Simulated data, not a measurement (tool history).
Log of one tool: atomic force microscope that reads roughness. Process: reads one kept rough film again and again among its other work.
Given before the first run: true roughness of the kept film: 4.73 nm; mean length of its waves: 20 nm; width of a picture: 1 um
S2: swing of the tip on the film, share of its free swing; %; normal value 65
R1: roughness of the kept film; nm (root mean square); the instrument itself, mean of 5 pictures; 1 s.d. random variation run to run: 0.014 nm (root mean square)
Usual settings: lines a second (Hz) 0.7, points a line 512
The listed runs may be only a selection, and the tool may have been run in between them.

run 1 hour=0 | lines_a_second_(Hz)=0.7 S2=65 points_a_line=512 | R1=3.407
run 2 hour=29 | lines_a_second_(Hz)=0.7 S2=65 points_a_line=512 | R1=3.139
run 3 hour=56.7 | lines_a_second_(Hz)=0.7 S2=65 points_a_line=512 | R1=2.915
run 4 hour=77.2 | lines_a_second_(Hz)=0.7 S2=65 points_a_line=763 | R1=2.754
run 5 hour=126.6 | lines_a_second_(Hz)=0.7 S2=86 points_a_line=512 | R1=2.317
run 6 hour=159 | lines_a_second_(Hz)=0.7 S2=86 points_a_line=512 | R1=2.166
run 7 hour=187 | lines_a_second_(Hz)=0.7 S2=65 points_a_line=512 | R1=2.166
run 8 hour=230.6 | lines_a_second_(Hz)=0.7 S2=81 points_a_line=512 | R1=1.931
run 9 hour=279.1 | lines_a_second_(Hz)=0.7 S2=81 points_a_line=512 | R1=1.78
-- hour=307 new tip fitted
run 10 hour=320.7 | lines_a_second_(Hz)=0.7 S2=81 points_a_line=512 | R1=3.185
run 11 hour=352.9 | lines_a_second_(Hz)=0.7 S2=81 points_a_line=512 | R1=2.889
run 12 hour=393.3 | lines_a_second_(Hz)=0.7 S2=81 points_a_line=512 | R1=2.613
run 13 hour=426.3 | lines_a_second_(Hz)=0.7 S2=81 points_a_line=512 | R1=2.422
run 14 hour=462 | lines_a_second_(Hz)=0.7 S2=81 points_a_line=512 | R1=2.24
run 15 hour=503.4 | lines_a_second_(Hz)=0.7 S2=81 points_a_line=512 | R1=2.081
run 16 hour=542 | lines_a_second_(Hz)=0.7 S2=81 points_a_line=512 | R1=1.915
run 17 hour=586.1 | lines_a_second_(Hz)=0.7 S2=81 points_a_line=512 | R1=1.785
-- hour=616.3 new tip fitted
run 18 hour=629 | lines_a_second_(Hz)=0.7 S2=81 points_a_line=512 | R1=3.09
run 19 hour=666.4 | lines_a_second_(Hz)=0.7 S2=81 points_a_line=512 | R1=2.785
run 20 hour=690.9 | lines_a_second_(Hz)=0.766 S2=57 points_a_line=541 | R1=2.753
run 21 hour=721.8 | lines_a_second_(Hz)=1.328 S2=65 points_a_line=512 | R1=2.477
run 22 hour=745.4 | lines_a_second_(Hz)=1.328 S2=65 points_a_line=512 | R1=2.34
run 23 hour=767.3 | lines_a_second_(Hz)=1.328 S2=65 points_a_line=512 | R1=2.24
run 24 hour=794.5 | lines_a_second_(Hz)=3.339 S2=68 points_a_line=512 | R1=1.937
run 25 hour=841.2 | lines_a_second_(Hz)=1.134 S2=71 points_a_line=512 | R1=1.926
run 26 hour=877.9 | lines_a_second_(Hz)=1.485 S2=65 points_a_line=512 | R1=1.805
run 27 hour=918.6 | lines_a_second_(Hz)=1.485 S2=65 points_a_line=512 | R1=1.689
-- hour=924.9 new tip fitted
run 28 hour=957.9 | lines_a_second_(Hz)=1.282 S2=60 points_a_line=578 | R1=3.098
run 29 hour=984.4 | lines_a_second_(Hz)=0.7 S2=69 points_a_line=512 | R1=2.91
run 30 hour=1019.8 | lines_a_second_(Hz)=1.211 S2=61 points_a_line=310 | R1=2.628
run 31 hour=1047.4 | lines_a_second_(Hz)=1.211 S2=61 points_a_line=310 | R1=2.458
run 32 hour=1074.8 | lines_a_second_(Hz)=0.524 S2=61 points_a_line=380 | R1=2.391
run 33 hour=1120 | lines_a_second_(Hz)=0.751 S2=76 points_a_line=514 | R1=2.145
run 34 hour=1169.4 | lines_a_second_(Hz)=0.751 S2=83 points_a_line=514 | R1=1.883
run 35 hour=1190.3 | lines_a_second_(Hz)=3.168 S2=77 points_a_line=514 | R1=1.589

Alternative continuations, all from the tool just after run 35; predict every row:
run A hour=1230 | lines_a_second_(Hz)=0.613 S2=57 points_a_line=514 | R1=?
run B hour=1230 | lines_a_second_(Hz)=2.85 S2=82 points_a_line=375 | R1=?
run C hour=1230 | lines_a_second_(Hz)=0.7 S2=65 points_a_line=508 | R1=?

run=A R1=1.817
run=B R1=1.445
run=C R1=1.786
With the hidden condition removed and each run's random variation left untouched, the same runs would have given:
run=A R1=3.493
run=B R1=2.78
run=C R1=3.433

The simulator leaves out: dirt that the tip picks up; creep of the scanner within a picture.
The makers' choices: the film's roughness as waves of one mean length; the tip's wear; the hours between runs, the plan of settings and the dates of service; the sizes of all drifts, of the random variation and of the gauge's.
